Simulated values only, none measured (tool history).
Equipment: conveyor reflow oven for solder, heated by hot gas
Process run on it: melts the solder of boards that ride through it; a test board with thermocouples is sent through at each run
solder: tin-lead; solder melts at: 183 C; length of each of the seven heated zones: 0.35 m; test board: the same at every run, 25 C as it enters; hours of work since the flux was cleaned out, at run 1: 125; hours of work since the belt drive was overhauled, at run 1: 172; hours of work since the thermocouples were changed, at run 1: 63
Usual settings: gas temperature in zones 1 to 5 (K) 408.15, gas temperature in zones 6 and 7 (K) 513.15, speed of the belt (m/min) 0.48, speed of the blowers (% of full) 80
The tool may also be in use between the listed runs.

| run | hour | gas temperature in zones 1 to 5 (K) | gas temperature in zones 6 and 7 (K) | speed of the belt (m/min) | speed of the blowers (% of full) | hours of work since the flux was cleaned out | hours of work since the belt drive was overhauled | hours of work since the thermocouples were changed | highest temperature of the board (K) | time above the solder's melting point (s) |
|---|---|---|---|---|---|---|---|---|---|---|
| 1 | 0 | 408.15 | 513.15 | 0.48 | 80 | 125 | 172 | 63 | 496.19 | 69.4 |
| 2 | 7.2 | 404.15 | 513.15 | 0.48 | 80 | 129 | 177 | 68 | 495.33 | 67.4 |
| 3 | 22.3 | 404.15 | 513.15 | 0.48 | 80 | 139 | 186 | 77 | 495.3 | 67.2 |
| 4 | 36.1 | 408.15 | 513.15 | 0.48 | 76 | 148 | 195 | 86 | 495.18 | 68.6 |
| 5 | 51.6 | 408.15 | 513.15 | 0.48 | 76 | 158 | 205 | 96 | 495.22 | 68.6 |
| 6 | 61.1 | 408.15 | 513.15 | 0.48 | 80 | 164 | 212 | 103 | 495.97 | 69.3 |
| 7 | 76.1 | 408.15 | 513.15 | 0.48 | 80 | 174 | 221 | 112 | 496.1 | 69.2 |
| 8 | 86.8 | 408.15 | 513.15 | 0.48 | 80 | 181 | 228 | 119 | 495.86 | 69.3 |
| 9 | 98.3 | 408.15 | 513.15 | 0.447 | 80 | 189 | 236 | 127 | 498.28 | 76.4 |
| 10 | 110.3 | 408.15 | 513.15 | 0.447 | 80 | 197 | 244 | 135 | 498.26 | 76.7 |
| 11 | 122.8 | 408.15 | 513.15 | 0.447 | 80 | 205 | 252 | 143 | 498.34 | 76.7 |
| 12 | 131.5 | 401.15 | 513.15 | 0.481 | 65 | 210 | 257 | 148 | 491.17 | 61.9 |
| 13 | 148.6 | 418.15 | 513.15 | 0.482 | 80 | 221 | 269 | 159 | 497.6 | 74 |
| 14 | 165 | 418.15 | 513.15 | 0.482 | 80 | 232 | 279 | 170 | 497.37 | 74.3 |
| 15 | 175.8 | 408.15 | 526.15 | 0.502 | 78 | 239 | 286 | 177 | 504.83 | 72 |
| 16 | 185 | 408.15 | 513.15 | 0.475 | 85 | 245 | 292 | 183 | 496.94 | 71.4 |
| 17 | 193.7 | 408.15 | 513.15 | 0.475 | 85 | 251 | 298 | 189 | 496.94 | 71 |
| 18 | 204.9 | 408.15 | 513.15 | 0.475 | 85 | 258 | 305 | 196 | 496.86 | 70.7 |
|  | 211.3 | flux residue cleaned out of gas plates and filters |
| 19 | 222.9 | 421.15 | 513.15 | 0.475 | 86 | 8 | 314 | 205 | 500.7 | 79.3 |
| 20 | 238.4 | 421.15 | 513.15 | 0.475 | 86 | 18 | 324 | 215 | 500.65 | 79.1 |
| 21 | 249.9 | 408.15 | 513.15 | 0.578 | 53 | 25 | 331 | 222 | 482.3 | 44.6 |
| 22 | 267.3 | 408.15 | 517.15 | 0.578 | 52 | 36 | 342 | 233 | 485.24 | 47.1 |

4 ways to go on from here, each from the tool as it stands after run 22. What would each give?
| A | 283.4 | 405.15 | 513.15 | 0.388 | 55 | 47 | 353 | 244 | ? | ? |
| B | 283.4 | 406.15 | 517.15 | 0.465 | 63 | 47 | 353 | 244 | ? | ? |
| C | 283.4 | 408.15 | 514.15 | 0.526 | 52 | 47 | 353 | 244 | ? | ? |
| D | 283.4 | 411.15 | 523.15 | 0.397 | 80 | 47 | 353 | 244 | ? | ? |

| run | highest temperature of the board (K) | time above the solder's melting point (s) |
|---|---|---|
| A | 498.31 | 87.4 |
| B | 497.7 | 72.1 |
| C | 487.01 | 54.3 |
| D | 512.46 | 98.4 |
Without the tool's unlogged condition, the same runs would have read:
| run | highest temperature of the board (K) | time above the solder's melting point (s) |
|---|---|---|
| A | 497.34 | 85.6 |
| B | 496.8 | 70.6 |
| C | 486.12 | 52.8 |
| D | 511.54 | 96.9 |

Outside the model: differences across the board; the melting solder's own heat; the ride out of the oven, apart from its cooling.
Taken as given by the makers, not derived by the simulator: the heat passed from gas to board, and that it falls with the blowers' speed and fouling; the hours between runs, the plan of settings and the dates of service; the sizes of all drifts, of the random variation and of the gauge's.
